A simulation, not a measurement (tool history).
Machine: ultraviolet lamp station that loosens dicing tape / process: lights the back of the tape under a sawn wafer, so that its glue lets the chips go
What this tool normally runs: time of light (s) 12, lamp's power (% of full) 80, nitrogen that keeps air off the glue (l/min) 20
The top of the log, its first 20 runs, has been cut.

run,day,time of light (s),lamp's power (% of full),nitrogen that keeps air off the glue (l/min),force that peels the tape off (N),light that reached the tape (mJ/cm²)
21,34.562,11,66,20,0.918,310
22,35.754,12,86,20,0.415,431
23,37.379,12,83,32,0.413,405
24,38.571,12,83,32,0.415,395
25,40.912,12,83,32,0.485,376
# day 42.679: window cleaned of glue's vapour
26,43.588,12,83,31,0.365,428
27,45.221,11,80,25,0.551,367
28,47.117,11,80,25,0.614,344
29,48.95,6,93,20,1.663,215
30,50.583,12,61,35,0.899,270
31,51.946,12,61,35,1,265
32,54.462,21,67,13,0.451,474
# day 55.45: window cleaned of glue's vapour
33,55.758,21,80,9,0.258,673
34,58.142,21,80,9,0.285,641
35,60.462,12,80,17,0.747,354
36,61.746,11,80,35,0.684,317
37,63.554,11,65,35,1.081,242
38,65.362,11,65,35,1.156,235
39,68,7,95,9,2.214,206

Forecast run 40:
# day 68.192: window cleaned of glue's vapour
40,69.121,9,94,10,?,?

For run 40 the tool returned force that peels the tape off (N) 1.272, light that reached the tape (mJ/cm²) 315.
Take away the tool's hidden state, keep the run-to-run variation as it was, and the same run would have given force that peels the tape off (N) 0.595, light that reached the tape (mJ/cm²) 466.
